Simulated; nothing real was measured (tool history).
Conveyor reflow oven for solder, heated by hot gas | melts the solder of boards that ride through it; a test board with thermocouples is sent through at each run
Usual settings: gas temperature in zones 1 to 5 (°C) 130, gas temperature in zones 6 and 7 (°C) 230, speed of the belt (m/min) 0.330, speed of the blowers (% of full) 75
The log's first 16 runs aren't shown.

run	day	gas temperature in zones 1 to 5 (°C)	gas temperature in zones 6 and 7 (°C)	speed of the belt (m/min)	speed of the blowers (% of full)	hours of work since the flux was cleaned out	hours of work since the belt drive was overhauled	hours of work since the thermocouples were changed	highest temperature of the board (°C)	time above the solder's melting point (s)
17	34.783	135	230	0.330	75	115	138	543	217.4	95.3
18	36.754	135	230	0.330	75	147	170	575	216.6	93.8
19	39.200	130	236	0.344	75	188	211	616	220.0	91.5
20	41.754	130	236	0.344	75	231	254	658	219.7	91.1
21	44.633	130	236	0.321	89	278	301	706	223.3	102.9
22	47.012	130	242	0.330	75	318	341	746	225.6	102.5
23	48.946	142	242	0.330	66	350	373	778	226.0	109.0
24	50.171	144	226	0.348	66	370	393	798	210.9	85.5
25	52.558	127	240	0.330	75	410	433	838	222.6	97.0
26	53.788	130	221	0.336	75	430	453	858	205.9	74.3
# day 55.138: flux residue cleaned out of gas plates and filters
27	56.796	130	224	0.321	77	27	500	905	213.5	91.3
28	59.433	130	244	0.330	61	71	544	949	226.7	104.0
29	61.162	135	234	0.330	66	100	572	977	219.7	98.7
30	63.262	116	231	0.277	76	135	607	1012	220.9	112.2

4 ways to go on from here, each from the tool as it stands after run 30. What would each give?
A	65.862	130	230	0.347	75	178	651	1056	?	?
B	65.862	116	231	0.294	76	178	651	1056	?	?
C	65.862	130	229	0.330	89	178	651	1056	?	?
D	65.862	134	244	0.309	75	178	651	1056	?	?

run	highest temperature of the board (°C)	time above the solder's melting point (s)
A	214.9	85.2
B	219.2	102.3
C	217.5	95.4
D	231.5	119.2
Without the tool's hidden state the same runs would have given:
run	highest temperature of the board (°C)	time above the solder's melting point (s)
A	215.0	84.1
B	219.2	101.0
C	217.6	94.2
D	231.4	117.0
